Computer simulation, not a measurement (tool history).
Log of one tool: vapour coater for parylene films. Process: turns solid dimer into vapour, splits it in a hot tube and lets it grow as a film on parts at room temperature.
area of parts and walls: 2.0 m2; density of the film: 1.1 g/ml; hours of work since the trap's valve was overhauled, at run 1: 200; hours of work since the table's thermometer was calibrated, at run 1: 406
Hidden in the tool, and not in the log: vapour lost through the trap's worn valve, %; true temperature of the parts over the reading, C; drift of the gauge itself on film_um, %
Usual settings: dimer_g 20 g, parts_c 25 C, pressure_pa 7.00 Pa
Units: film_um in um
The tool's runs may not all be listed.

run,day,dimer_g,parts_c,pressure_pa,hours of work since the trap's valve was overhauled,hours of work since the table's thermometer was calibrated,film_um
1,0.000,20,25,7.00,200,406,4.01
2,0.388,20,25,7.00,207,413,3.90
3,0.742,20,26,7.00,214,420,3.90
4,1.038,20,26,7.00,219,425,3.89
5,1.633,20,26,7.00,230,436,3.87
6,2.008,20,26,7.00,237,443,3.93
7,2.471,20,26,7.00,246,451,3.90
8,2.825,20,25,7.35,252,458,3.94
9,3.383,20,25,7.35,262,468,3.97
10,3.879,20,25,7.00,272,477,3.95
11,4.383,20,25,7.00,281,487,3.97
12,4.867,20,25,7.00,290,495,4.00
13,5.296,12,25,7.00,298,503,2.40
14,5.604,20,25,3.49,303,509,4.52
15,6.192,20,25,3.49,314,520,4.53
16,6.508,20,25,3.49,320,526,4.52
17,6.875,20,25,3.49,327,532,4.53
18,7.258,20,25,3.49,334,540,4.43
19,7.833,20,25,3.49,344,550,4.58
20,8.262,14,25,7.00,352,558,2.78
21,8.629,14,25,7.00,359,565,2.76
22,9.129,20,25,7.00,368,574,4.01
23,9.479,20,25,7.00,375,580,3.96
24,10.008,18,25,7.00,384,590,3.58
25,10.417,28,18,11.12,392,598,5.68
26,10.933,24,30,7.00,401,607,4.40
27,11.475,24,30,7.00,411,617,4.38
28,11.767,9,20,3.55,417,623,2.15
29,12.129,23,36,3.83,424,629,4.28
30,12.742,20,31,3.83,435,641,3.88
31,13.329,20,35,11.27,446,651,3.08
32,13.767,9,35,3.30,454,659,1.72
33,14.200,19,33,6.47,462,667,3.31
34,14.679,19,33,6.47,470,676,3.36
35,15.233,19,32,6.47,481,686,3.42
36,15.654,19,32,6.47,488,694,3.38
37,16.208,13,25,8.93,499,704,2.48
38,16.571,9,19,2.63,505,711,2.32
39,17.012,33,34,6.31,513,719,5.84
40,17.275,25,19,6.53,518,724,5.56
41,17.917,10,21,9.83,530,736,1.97
42,18.517,9,24,3.37,541,747,2.03
43,19.092,20,20,7.00,552,758,4.24
44,19.546,32,20,5.60,560,766,7.13
45,20.158,32,35,5.60,571,777,5.58
46,20.508,20,19,7.38,578,784,4.38
47,21.112,20,25,5.39,589,795,4.10

Forecast each of these 4 alternatives for the next run:
A,21.688,20,21,5.39,600,805,?
B,21.688,24,27,3.79,600,805,?
C,21.688,16,30,2.37,600,805,?
D,21.688,32,23,5.48,600,805,?

run,film_um
A,4.48
B,5.10
C,3.53
D,6.81
Without the tool's hidden state the same runs would have given:
run,film_um
A,4.52
B,5.14
C,3.56
D,6.86

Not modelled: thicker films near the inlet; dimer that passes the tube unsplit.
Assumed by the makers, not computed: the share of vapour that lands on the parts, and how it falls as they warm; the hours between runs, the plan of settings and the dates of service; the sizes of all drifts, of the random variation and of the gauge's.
